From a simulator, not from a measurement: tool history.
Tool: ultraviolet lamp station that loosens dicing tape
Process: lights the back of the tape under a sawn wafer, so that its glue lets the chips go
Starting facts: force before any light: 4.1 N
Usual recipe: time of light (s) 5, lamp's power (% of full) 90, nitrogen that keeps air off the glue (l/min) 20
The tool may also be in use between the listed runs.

run,day,time of light (s),lamp's power (% of full),nitrogen that keeps air off the glue (l/min),force that peels the tape off (N),light that reached the tape (J/m2)
1,0,5,90,20,0.28,3730
2,2.246,3,90,20,0.676,2180
3,6.171,5,90,24,0.271,3500
4,9.946,5,90,24,0.255,3670
5,12.867,5,90,24,0.269,3570
6,15.2,5,90,24,0.285,3450
7,19.025,5,90,24,0.199,4340
8,21.288,5,90,24,0.202,4240
9,23.433,4,66,34,0.392,2470
10,27.221,2,66,34,1.105,1270
11,30.267,2,66,34,1.098,1210
12,33.117,2,66,34,1.178,1230
13,35.275,2,66,34,1.25,1210
14,37.633,8,73,21,0.183,5130
15,41.275,5,87,36,0.204,3760

Removed from this log: 3 entries logged between the listed runs. Between which two listed runs does each belong, and how does the tool's hidden state at the listed run before it compare with that at the listed run after it?
Logged between run 3 and run 4: window cleaned of glue's vapour (day 9.362)
  lamp's light, % of a new lamp's: 82.1 -> 80.7; light that the window lets through, % of a clean one's: 93.7 -> 99.6
  measured value less the no-hidden-state value, force that peels the tape off (N): +0.08 -> +0.064; light that reached the tape (J/m2): -1050 -> -890
Logged between run 6 and run 7: lamp changed (day 18.308)
  lamp's light, % of a new lamp's: 78.6 -> 99.6; light that the window lets through, % of a clean one's: 97.6 -> 96.2
  measured value less the no-hidden-state value, force that peels the tape off (N): +0.086 -> +0.009; light that reached the tape (J/m2): -1050 -> -190
Logged between run 9 and run 10: window cleaned of glue's vapour (day 26.225)
  lamp's light, % of a new lamp's: 98 -> 96.3; light that the window lets through, % of a clean one's: 94.5 -> 98.9
  measured value less the no-hidden-state value, force that peels the tape off (N): +0.049 -> +0.065; light that reached the tape (J/m2): -200 -> -60
